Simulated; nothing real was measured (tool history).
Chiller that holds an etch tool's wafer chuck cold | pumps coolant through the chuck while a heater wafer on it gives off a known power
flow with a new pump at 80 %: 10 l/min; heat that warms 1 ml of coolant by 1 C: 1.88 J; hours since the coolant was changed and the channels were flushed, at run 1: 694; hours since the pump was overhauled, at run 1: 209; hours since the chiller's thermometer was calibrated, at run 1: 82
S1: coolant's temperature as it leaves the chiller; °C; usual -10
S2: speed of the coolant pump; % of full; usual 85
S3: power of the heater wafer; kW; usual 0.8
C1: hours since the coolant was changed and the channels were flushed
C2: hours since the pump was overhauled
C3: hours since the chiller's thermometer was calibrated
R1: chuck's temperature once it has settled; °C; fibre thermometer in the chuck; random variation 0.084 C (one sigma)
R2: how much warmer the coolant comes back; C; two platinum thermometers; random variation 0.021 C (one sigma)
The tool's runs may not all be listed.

{"run": 1, "day": 0.0, "S1": -10, "S2": 85, "S3": 0.8, "C1": 694, "C2": 209, "C3": 82, "R1": -1.35, "R2": 2.41}
{"run": 2, "day": 0.796, "S1": -10, "S2": 85, "S3": 0.8, "C1": 713, "C2": 228, "C3": 101, "R1": -1.31, "R2": 2.4}
{"run": 3, "day": 2.112, "S1": -10, "S2": 85, "S3": 0.8, "C1": 745, "C2": 259, "C3": 133, "R1": -1.27, "R2": 2.4}
{"run": 4, "day": 3.242, "S1": -10, "S2": 85, "S3": 0.8, "C1": 772, "C2": 286, "C3": 160, "R1": -1.18, "R2": 2.4}
{"run": 5, "day": 4.117, "S1": -10, "S2": 85, "S3": 0.8, "C1": 793, "C2": 308, "C3": 181, "R1": -1.38, "R2": 2.41}
{"run": 6, "day": 4.783, "S1": -10, "S2": 85, "S3": 0.8, "C1": 809, "C2": 324, "C3": 197, "R1": -1.55, "R2": 2.37}
{"run": 7, "day": 6.096, "S1": -10, "S2": 85, "S3": 0.8, "C1": 840, "C2": 355, "C3": 228, "R1": -1.18, "R2": 2.4}
{"run": 8, "day": 7.162, "S1": -10, "S2": 85, "S3": 0.8, "C1": 866, "C2": 381, "C3": 254, "R1": -1.32, "R2": 2.41}
{"run": 9, "day": 8.321, "S1": -10, "S2": 85, "S3": 0.8, "C1": 894, "C2": 408, "C3": 281, "R1": -1.41, "R2": 2.38}
{"run": 10, "day": 9.488, "S1": -10, "S2": 85, "S3": 0.8, "C1": 922, "C2": 436, "C3": 309, "R1": -1.29, "R2": 2.42}
{"run": 11, "day": 10.65, "S1": -10, "S2": 65, "S3": 0.8, "C1": 950, "C2": 464, "C3": 337, "R1": 0.54, "R2": 3.17}
{"day": 10.971, "done": "coolant pump overhauled"}
{"run": 12, "day": 12.108, "S1": -10, "S2": 82, "S3": 0.8, "C1": 980, "C2": 27, "C3": 367, "R1": -1.03, "R2": 2.55}
{"run": 13, "day": 12.846, "S1": -10, "S2": 85, "S3": 0.78, "C1": 997, "C2": 45, "C3": 385, "R1": -1.47, "R2": 2.36}
{"day": 13.112, "done": "coolant pump overhauled, once more"}
{"run": 14, "day": 14.142, "S1": -10, "S2": 85, "S3": 0.78, "C1": 1024, "C2": 25, "C3": 411, "R1": -1.51, "R2": 2.3}
{"run": 15, "day": 15.471, "S1": -10, "S2": 85, "S3": 0.78, "C1": 1055, "C2": 57, "C3": 443, "R1": -1.45, "R2": 2.31}
{"run": 16, "day": 16.488, "S1": -10, "S2": 85, "S3": 0.78, "C1": 1080, "C2": 81, "C3": 468, "R1": -1.6, "R2": 2.31}
{"run": 17, "day": 17.671, "S1": -8, "S2": 80, "S3": 0.537, "C1": 1108, "C2": 109, "C3": 496, "R1": -2.04, "R2": 1.72}
{"run": 18, "day": 18.458, "S1": -8, "S2": 80, "S3": 0.537, "C1": 1127, "C2": 128, "C3": 515, "R1": -2.02, "R2": 1.68}
{"run": 19, "day": 19.342, "S1": -10, "S2": 89, "S3": 0.8, "C1": 1148, "C2": 149, "C3": 536, "R1": -1.47, "R2": 2.29}
{"run": 20, "day": 19.983, "S1": -12, "S2": 81, "S3": 0.8, "C1": 1164, "C2": 165, "C3": 551, "R1": -2.89, "R2": 2.53}
{"run": 21, "day": 21.25, "S1": -12, "S2": 81, "S3": 0.8, "C1": 1194, "C2": 195, "C3": 582, "R1": -2.96, "R2": 2.52}
{"run": 22, "day": 22.571, "S1": -12, "S2": 81, "S3": 0.8, "C1": 1226, "C2": 227, "C3": 613, "R1": -2.96, "R2": 2.51}
{"run": 23, "day": 23.554, "S1": -12, "S2": 81, "S3": 0.8, "C1": 1249, "C2": 251, "C3": 637, "R1": -3.11, "R2": 2.48}
{"run": 24, "day": 24.146, "S1": -12, "S2": 93, "S3": 1.058, "C1": 1264, "C2": 265, "C3": 651, "R1": -1.26, "R2": 2.88}
{"run": 25, "day": 25.192, "S1": -1, "S2": 65, "S3": 0.988, "C1": 1289, "C2": 290, "C3": 676, "R1": 12.1, "R2": 3.88}
{"run": 26, "day": 26.296, "S1": -10, "S2": 81, "S3": 0.8, "C1": 1315, "C2": 316, "C3": 703, "R1": -0.93, "R2": 2.52}
{"run": 27, "day": 27.125, "S1": -2, "S2": 69, "S3": 0.8, "C1": 1335, "C2": 336, "C3": 723, "R1": 8.08, "R2": 2.99}
{"run": 28, "day": 28.242, "S1": -7, "S2": 76, "S3": 0.591, "C1": 1362, "C2": 363, "C3": 750, "R1": 0, "R2": 1.96}
{"run": 29, "day": 29.158, "S1": -3, "S2": 85, "S3": 0.747, "C1": 1384, "C2": 385, "C3": 772, "R1": 4.99, "R2": 2.24}
{"run": 30, "day": 30.054, "S1": -14, "S2": 72, "S3": 0.823, "C1": 1405, "C2": 407, "C3": 793, "R1": -3.93, "R2": 2.92}
{"run": 31, "day": 30.708, "S1": -14, "S2": 72, "S3": 0.823, "C1": 1421, "C2": 422, "C3": 809, "R1": -3.72, "R2": 2.91}

Hidden state or all else? Some run-to-run changes of R1, split into what the settings, what came in and random variation would give without the hidden state, and what is left for the hidden state (with any gauge scatter that isn't in both results):
The hidden state here: heat passed by the chuck's channels, % of clean ones'; flow at a given pump speed, % of a new pump's; coolant's true temperature over the reading, C; drift of the gauge itself on chuck_c, C; drift of the gauge itself on warmer_back_c, C.
Run 13 -> 14: coolant pump overhauled, once more. R1 -0.04 °C: hidden state -0.09, all else +0.05.
Run 24 -> 25: S1 -12 -> -1, S2 93 -> 65, S3 1.058 -> 0.988. R1 +13.36 °C: hidden state +0.06, all else +13.3.
Run 25 -> 26: S1 -1 -> -10, S2 65 -> 81, S3 0.988 -> 0.8. R1 -13.03 °C: hidden state -0.09, all else -12.94.
Run 26 -> 27: S1 -10 -> -2, S2 81 -> 69. R1 +9.01 °C: hidden state +0.03, all else +8.98.
Run 27 -> 28: S1 -2 -> -7, S2 69 -> 76, S3 0.8 -> 0.591. R1 -8.08 °C: hidden state -0.08, all else -8.

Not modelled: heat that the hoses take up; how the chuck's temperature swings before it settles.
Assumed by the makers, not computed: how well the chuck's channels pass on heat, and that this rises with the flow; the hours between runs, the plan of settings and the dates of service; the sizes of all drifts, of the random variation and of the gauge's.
